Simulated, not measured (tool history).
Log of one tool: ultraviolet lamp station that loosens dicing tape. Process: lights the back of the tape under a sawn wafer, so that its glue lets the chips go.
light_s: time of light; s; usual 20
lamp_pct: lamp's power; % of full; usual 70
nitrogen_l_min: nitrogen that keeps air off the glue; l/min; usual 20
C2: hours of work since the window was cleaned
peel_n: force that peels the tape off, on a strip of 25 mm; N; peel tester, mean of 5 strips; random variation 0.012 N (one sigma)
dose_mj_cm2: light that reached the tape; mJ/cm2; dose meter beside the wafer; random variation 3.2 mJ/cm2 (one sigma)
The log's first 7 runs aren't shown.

run 8 hour=55.8 | light_s=16 lamp_pct=70 nitrogen_l_min=20 | hours_of_work_of_the_lamp=73 C2=442 | peel_n=0.815 dose_mj_cm2=398
run 9 hour=67.4 | light_s=16 lamp_pct=70 nitrogen_l_min=20 | hours_of_work_of_the_lamp=78 C2=447 | peel_n=0.796 dose_mj_cm2=397
run 10 hour=76.2 | light_s=20 lamp_pct=70 nitrogen_l_min=20 | hours_of_work_of_the_lamp=81 C2=450 | peel_n=0.555 dose_mj_cm2=492
run 11 hour=87.7 | light_s=20 lamp_pct=70 nitrogen_l_min=20 | hours_of_work_of_the_lamp=86 C2=455 | peel_n=0.553 dose_mj_cm2=496
run 12 hour=99.2 | light_s=20 lamp_pct=70 nitrogen_l_min=16 | hours_of_work_of_the_lamp=90 C2=459 | peel_n=0.611 dose_mj_cm2=493
run 13 hour=109.5 | light_s=20 lamp_pct=70 nitrogen_l_min=16 | hours_of_work_of_the_lamp=95 C2=464 | peel_n=0.634 dose_mj_cm2=495
run 14 hour=116.9 | light_s=20 lamp_pct=70 nitrogen_l_min=16 | hours_of_work_of_the_lamp=98 C2=467 | peel_n=0.65 dose_mj_cm2=493
run 15 hour=125.2 | light_s=20 lamp_pct=70 nitrogen_l_min=16 | hours_of_work_of_the_lamp=101 C2=470 | peel_n=0.647 dose_mj_cm2=489
run 16 hour=131.9 | light_s=20 lamp_pct=70 nitrogen_l_min=20 | hours_of_work_of_the_lamp=104 C2=473 | peel_n=0.54 dose_mj_cm2=491
run 17 hour=137.1 | light_s=20 lamp_pct=70 nitrogen_l_min=20 | hours_of_work_of_the_lamp=106 C2=475 | peel_n=0.557 dose_mj_cm2=499
run 18 hour=147.4 | light_s=20 lamp_pct=70 nitrogen_l_min=20 | hours_of_work_of_the_lamp=110 C2=479 | peel_n=0.541 dose_mj_cm2=494
run 19 hour=153.6 | light_s=20 lamp_pct=70 nitrogen_l_min=20 | hours_of_work_of_the_lamp=113 C2=482 | peel_n=0.563 dose_mj_cm2=491
run 20 hour=162.1 | light_s=20 lamp_pct=70 nitrogen_l_min=20 | hours_of_work_of_the_lamp=116 C2=485 | peel_n=0.544 dose_mj_cm2=494
run 21 hour=173.6 | light_s=20 lamp_pct=70 nitrogen_l_min=20 | hours_of_work_of_the_lamp=121 C2=490 | peel_n=0.538 dose_mj_cm2=493
run 22 hour=181.2 | light_s=15 lamp_pct=70 nitrogen_l_min=20 | hours_of_work_of_the_lamp=124 C2=493 | peel_n=0.893 dose_mj_cm2=369
run 23 hour=190.7 | light_s=15 lamp_pct=70 nitrogen_l_min=20 | hours_of_work_of_the_lamp=128 C2=497 | peel_n=0.906 dose_mj_cm2=368
-- hour=195.3 window cleaned of glue's vapour
run 24 hour=197.5 | light_s=32 lamp_pct=73 nitrogen_l_min=19 | hours_of_work_of_the_lamp=130 C2=1 | peel_n=0.276 dose_mj_cm2=824
run 25 hour=205 | light_s=32 lamp_pct=80 nitrogen_l_min=8 | hours_of_work_of_the_lamp=133 C2=4 | peel_n=0.383 dose_mj_cm2=910
run 26 hour=210.3 | light_s=32 lamp_pct=71 nitrogen_l_min=13 | hours_of_work_of_the_lamp=135 C2=6 | peel_n=0.346 dose_mj_cm2=804
run 27 hour=221.4 | light_s=38 lamp_pct=92 nitrogen_l_min=13 | hours_of_work_of_the_lamp=140 C2=11 | peel_n=0.246 dose_mj_cm2=1236
run 28 hour=227.1 | light_s=20 lamp_pct=73 nitrogen_l_min=8 | hours_of_work_of_the_lamp=142 C2=13 | peel_n=0.955 dose_mj_cm2=515
run 29 hour=236.3 | light_s=39 lamp_pct=73 nitrogen_l_min=8 | hours_of_work_of_the_lamp=146 C2=17 | peel_n=0.329 dose_mj_cm2=1009

Forecast run 30:
run 30 hour=247.9 | light_s=39 lamp_pct=73 nitrogen_l_min=8 | hours_of_work_of_the_lamp=151 C2=21 | peel_n=? dose_mj_cm2=?

peel_n: 0.323 N
dose_mj_cm2: 1015 mJ/cm2
Without the tool's hidden state the same run would have given peel_n 0.323 N, dose_mj_cm2 1015 mJ/cm2.

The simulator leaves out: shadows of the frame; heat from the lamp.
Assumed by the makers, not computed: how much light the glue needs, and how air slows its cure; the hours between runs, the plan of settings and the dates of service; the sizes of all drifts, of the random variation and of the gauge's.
